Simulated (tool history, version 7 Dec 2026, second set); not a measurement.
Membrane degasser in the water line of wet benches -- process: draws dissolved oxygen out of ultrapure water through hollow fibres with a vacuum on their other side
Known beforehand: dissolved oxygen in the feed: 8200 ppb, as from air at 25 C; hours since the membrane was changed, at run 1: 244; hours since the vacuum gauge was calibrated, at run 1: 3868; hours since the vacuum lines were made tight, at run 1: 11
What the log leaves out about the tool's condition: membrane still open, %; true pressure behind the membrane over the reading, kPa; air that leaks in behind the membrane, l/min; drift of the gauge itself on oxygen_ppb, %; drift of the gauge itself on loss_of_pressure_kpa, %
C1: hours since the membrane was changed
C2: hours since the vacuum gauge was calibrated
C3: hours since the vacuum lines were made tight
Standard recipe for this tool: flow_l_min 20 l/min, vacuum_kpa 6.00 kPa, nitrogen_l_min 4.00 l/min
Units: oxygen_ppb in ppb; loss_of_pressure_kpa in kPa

run 1 hour=0.0 | flow_l_min=20 vacuum_kpa=6.00 nitrogen_l_min=4.00 | C1=244 C2=3868 C3=11 | oxygen_ppb=37.8 loss_of_pressure_kpa=67.05
run 2 hour=89.8 | flow_l_min=20 vacuum_kpa=6.00 nitrogen_l_min=4.00 | C1=334 C2=3958 C3=101 | oxygen_ppb=38.3 loss_of_pressure_kpa=67.18
run 3 hour=209.9 | flow_l_min=20 vacuum_kpa=6.00 nitrogen_l_min=1.81 | C1=454 C2=4078 C3=221 | oxygen_ppb=75.4 loss_of_pressure_kpa=67.23
run 4 hour=293.9 | flow_l_min=29 vacuum_kpa=6.00 nitrogen_l_min=4.00 | C1=538 C2=4162 C3=305 | oxygen_ppb=59.5 loss_of_pressure_kpa=97.22
run 5 hour=353.5 | flow_l_min=29 vacuum_kpa=6.00 nitrogen_l_min=4.00 | C1=598 C2=4222 C3=364 | oxygen_ppb=60.6 loss_of_pressure_kpa=97.39
run 6 hour=478.8 | flow_l_min=20 vacuum_kpa=6.00 nitrogen_l_min=4.00 | C1=723 C2=4347 C3=490 | oxygen_ppb=39.1 loss_of_pressure_kpa=66.65
run 7 hour=593.0 | flow_l_min=20 vacuum_kpa=6.47 nitrogen_l_min=4.00 | C1=838 C2=4461 C3=604 | oxygen_ppb=44.4 loss_of_pressure_kpa=66.82
run 8 hour=680.7 | flow_l_min=20 vacuum_kpa=6.47 nitrogen_l_min=4.00 | C1=925 C2=4549 C3=692 | oxygen_ppb=43.6 loss_of_pressure_kpa=66.92
run 9 hour=823.4 | flow_l_min=20 vacuum_kpa=4.63 nitrogen_l_min=4.00 | C1=1068 C2=4691 C3=834 | oxygen_ppb=21.8 loss_of_pressure_kpa=66.74
run 10 hour=903.0 | flow_l_min=20 vacuum_kpa=11.83 nitrogen_l_min=4.00 | C1=1147 C2=4771 C3=914 | oxygen_ppb=110.5 loss_of_pressure_kpa=66.49
run 11 hour=982.7 | flow_l_min=20 vacuum_kpa=11.83 nitrogen_l_min=4.00 | C1=1227 C2=4851 C3=994 | oxygen_ppb=108.3 loss_of_pressure_kpa=66.61
run 12 hour=1101.4 | flow_l_min=20 vacuum_kpa=4.62 nitrogen_l_min=4.00 | C1=1346 C2=4969 C3=1112 | oxygen_ppb=21.3 loss_of_pressure_kpa=66.39
run 13 hour=1187.9 | flow_l_min=20 vacuum_kpa=4.62 nitrogen_l_min=4.00 | C1=1432 C2=5056 C3=1199 | oxygen_ppb=21.5 loss_of_pressure_kpa=66.40
run 14 hour=1290.7 | flow_l_min=20 vacuum_kpa=4.62 nitrogen_l_min=4.00 | C1=1535 C2=5159 C3=1302 | oxygen_ppb=21.5 loss_of_pressure_kpa=66.15
run 15 hour=1392.0 | flow_l_min=20 vacuum_kpa=4.62 nitrogen_l_min=4.00 | C1=1637 C2=5260 C3=1403 | oxygen_ppb=21.6 loss_of_pressure_kpa=65.70
-- hour=1481.0 vacuum gauge calibrated
run 16 hour=1485.9 | flow_l_min=20 vacuum_kpa=6.00 nitrogen_l_min=4.00 | C1=1730 C2=5 C3=1496 | oxygen_ppb=37.9 loss_of_pressure_kpa=65.78
run 17 hour=1597.4 | flow_l_min=20 vacuum_kpa=6.00 nitrogen_l_min=4.00 | C1=1841 C2=116 C3=1608 | oxygen_ppb=37.4 loss_of_pressure_kpa=66.04
run 18 hour=1722.3 | flow_l_min=19 vacuum_kpa=4.00 nitrogen_l_min=4.75 | C1=1966 C2=241 C3=1733 | oxygen_ppb=10.8 loss_of_pressure_kpa=62.62
run 19 hour=1808.4 | flow_l_min=19 vacuum_kpa=4.00 nitrogen_l_min=4.75 | C1=2052 C2=327 C3=1819 | oxygen_ppb=11.2 loss_of_pressure_kpa=62.34
-- hour=1851.9 gauge calibrated
run 20 hour=1944.8 | flow_l_min=19 vacuum_kpa=4.00 nitrogen_l_min=4.75 | C1=2189 C2=464 C3=1955 | oxygen_ppb=11.6 loss_of_pressure_kpa=63.55
run 21 hour=2048.0 | flow_l_min=20 vacuum_kpa=5.06 nitrogen_l_min=5.10 | C1=2292 C2=567 C3=2058 | oxygen_ppb=21.5 loss_of_pressure_kpa=67.42
run 22 hour=2118.5 | flow_l_min=14 vacuum_kpa=9.82 nitrogen_l_min=9.71 | C1=2362 C2=638 C3=2129 | oxygen_ppb=25.5 loss_of_pressure_kpa=47.23
run 23 hour=2220.3 | flow_l_min=20 vacuum_kpa=4.02 nitrogen_l_min=4.46 | C1=2464 C2=739 C3=2231 | oxygen_ppb=13.7 loss_of_pressure_kpa=67.03
run 24 hour=2309.6 | flow_l_min=20 vacuum_kpa=10.51 nitrogen_l_min=3.46 | C1=2554 C2=829 C3=2320 | oxygen_ppb=105.3 loss_of_pressure_kpa=66.67
run 25 hour=2453.5 | flow_l_min=20 vacuum_kpa=10.51 nitrogen_l_min=3.46 | C1=2697 C2=973 C3=2464 | oxygen_ppb=104.9 loss_of_pressure_kpa=66.87
run 26 hour=2585.1 | flow_l_min=20 vacuum_kpa=10.51 nitrogen_l_min=3.46 | C1=2829 C2=1104 C3=2595 | oxygen_ppb=104.5 loss_of_pressure_kpa=66.67
run 27 hour=2652.8 | flow_l_min=13 vacuum_kpa=10.51 nitrogen_l_min=1.70 | C1=2897 C2=1172 C3=2663 | oxygen_ppb=135.2 loss_of_pressure_kpa=42.80
run 28 hour=2744.5 | flow_l_min=20 vacuum_kpa=6.51 nitrogen_l_min=4.00 | C1=2989 C2=1264 C3=2755 | oxygen_ppb=43.0 loss_of_pressure_kpa=66.39
run 29 hour=2803.3 | flow_l_min=20 vacuum_kpa=6.51 nitrogen_l_min=4.00 | C1=3047 C2=1322 C3=2814 | oxygen_ppb=44.4 loss_of_pressure_kpa=66.70
run 30 hour=2933.3 | flow_l_min=20 vacuum_kpa=6.51 nitrogen_l_min=4.00 | C1=3177 C2=1452 C3=2944 | oxygen_ppb=43.9 loss_of_pressure_kpa=66.97
run 31 hour=2993.7 | flow_l_min=20 vacuum_kpa=6.51 nitrogen_l_min=4.00 | C1=3238 C2=1513 C3=3004 | oxygen_ppb=43.9 loss_of_pressure_kpa=66.50

Same runs, no hidden state in the tool, same run-to-run variation:
run=1 loss_of_pressure_kpa=67.05
run=2 loss_of_pressure_kpa=67.25
run=3 loss_of_pressure_kpa=67.39
run=4 loss_of_pressure_kpa=97.56
run=5 loss_of_pressure_kpa=97.80
run=6 loss_of_pressure_kpa=67.03
run=7 loss_of_pressure_kpa=67.29
run=8 loss_of_pressure_kpa=67.45
run=9 loss_of_pressure_kpa=67.39
run=10 loss_of_pressure_kpa=67.21
run=11 loss_of_pressure_kpa=67.39
run=12 loss_of_pressure_kpa=67.25
run=13 loss_of_pressure_kpa=67.34
run=14 loss_of_pressure_kpa=67.16
run=15 loss_of_pressure_kpa=66.79
run=16 loss_of_pressure_kpa=66.95
run=17 loss_of_pressure_kpa=67.31
run=18 loss_of_pressure_kpa=63.92
run=19 loss_of_pressure_kpa=63.70
run=20 loss_of_pressure_kpa=63.61
run=21 loss_of_pressure_kpa=67.56
run=22 loss_of_pressure_kpa=47.37
run=23 loss_of_pressure_kpa=67.31
run=24 loss_of_pressure_kpa=67.02
run=25 loss_of_pressure_kpa=67.32
run=26 loss_of_pressure_kpa=67.24
run=27 loss_of_pressure_kpa=43.20
run=28 loss_of_pressure_kpa=67.08
run=29 loss_of_pressure_kpa=67.43
run=30 loss_of_pressure_kpa=67.82
run=31 loss_of_pressure_kpa=67.39
For oxygen_ppb, the value without the hidden state is never more than 0.1 ppb from the measured value.

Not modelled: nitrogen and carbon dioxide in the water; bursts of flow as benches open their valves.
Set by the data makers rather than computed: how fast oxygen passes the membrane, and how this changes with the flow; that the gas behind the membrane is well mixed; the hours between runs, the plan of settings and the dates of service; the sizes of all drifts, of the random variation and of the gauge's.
